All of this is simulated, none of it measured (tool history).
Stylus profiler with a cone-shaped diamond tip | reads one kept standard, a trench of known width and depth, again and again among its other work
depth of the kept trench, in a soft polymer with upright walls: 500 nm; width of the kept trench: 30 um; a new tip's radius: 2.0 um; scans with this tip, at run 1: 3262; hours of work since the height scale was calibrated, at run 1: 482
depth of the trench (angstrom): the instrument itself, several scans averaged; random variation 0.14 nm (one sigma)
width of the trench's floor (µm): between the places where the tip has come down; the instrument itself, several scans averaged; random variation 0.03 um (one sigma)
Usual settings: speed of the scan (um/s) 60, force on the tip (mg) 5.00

| run | hour | speed of the scan (um/s) | force on the tip (mg) | scans with this tip | hours of work since the height scale was calibrated | depth of the trench (angstrom) | width of the trench's floor (µm) |
|---|---|---|---|---|---|---|---|
| 1 | 0.0 | 60 | 5.00 | 3262 | 482 | 5062.7 | 27.03 |
| 2 | 29.6 | 60 | 5.00 | 3388 | 500 | 5063.1 | 27.09 |
| 3 | 59.2 | 103 | 5.00 | 3513 | 519 | 5064.0 | 26.93 |
| 4 | 86.4 | 60 | 5.19 | 3628 | 536 | 5065.8 | 27.11 |
| 5 | 114.5 | 60 | 5.19 | 3747 | 553 | 5061.9 | 27.05 |
| 6 | 133.9 | 60 | 5.19 | 3829 | 565 | 5066.6 | 27.06 |
| 7 | 157.9 | 60 | 2.40 | 3930 | 580 | 5043.6 | 27.00 |
| 8 | 200.2 | 60 | 2.40 | 4109 | 607 | 5046.0 | 27.01 |
| 9 | 239.3 | 188 | 5.00 | 4275 | 631 | 5064.8 | 26.72 |
| 10 | 278.9 | 109 | 5.00 | 4442 | 656 | 5065.3 | 26.93 |
| 11 | 303.0 | 109 | 5.00 | 4544 | 671 | 5066.3 | 26.90 |
| 12 | 333.6 | 109 | 5.00 | 4674 | 690 | 5065.0 | 26.95 |
| 13 | 367.5 | 56 | 5.00 | 4817 | 711 | 5061.5 | 27.04 |
| 14 | 399.3 | 56 | 5.00 | 4951 | 731 | 5065.7 | 27.05 |
| 15 | 432.5 | 169 | 5.00 | 5092 | 752 | 5067.9 | 26.77 |
| 16 | 469.1 | 19 | 8.75 | 5247 | 775 | 5091.3 | 27.12 |
| 17 | 497.7 | 60 | 10.75 | 5368 | 793 | 5102.3 | 27.07 |
| 18 | 516.9 | 18 | 8.27 | 5449 | 805 | 5089.1 | 27.18 |
| 19 | 555.7 | 75 | 6.43 | 5613 | 829 | 5077.7 | 26.99 |
| 20 | 586.5 | 127 | 5.02 | 5743 | 848 | 5067.6 | 26.86 |
| 21 | 612.6 | 127 | 5.02 | 5854 | 864 | 5069.0 | 26.84 |

4 ways to go on from here, each from the tool as it stands after run 21. What would each give?
| A | 645.7 | 66 | 3.75 | 5994 | 885 | ? | ? |
| B | 645.7 | 52 | 5.02 | 5994 | 885 | ? | ? |
| C | 645.7 | 103 | 5.00 | 5994 | 885 | ? | ? |
| D | 645.7 | 207 | 2.83 | 5994 | 885 | ? | ? |

| run | depth of the trench (angstrom) | width of the trench's floor (µm) |
|---|---|---|
| A | 5059.2 | 26.94 |
| B | 5069.0 | 27.00 |
| C | 5069.1 | 26.92 |
| D | 5051.9 | 26.42 |
Without the tool's hidden state the same runs would have given:
| run | depth of the trench (angstrom) | width of the trench's floor (µm) |
|---|---|---|
| A | 5043.0 | 27.12 |
| B | 5052.8 | 27.17 |
| C | 5052.9 | 27.10 |
| D | 5035.7 | 26.59 |
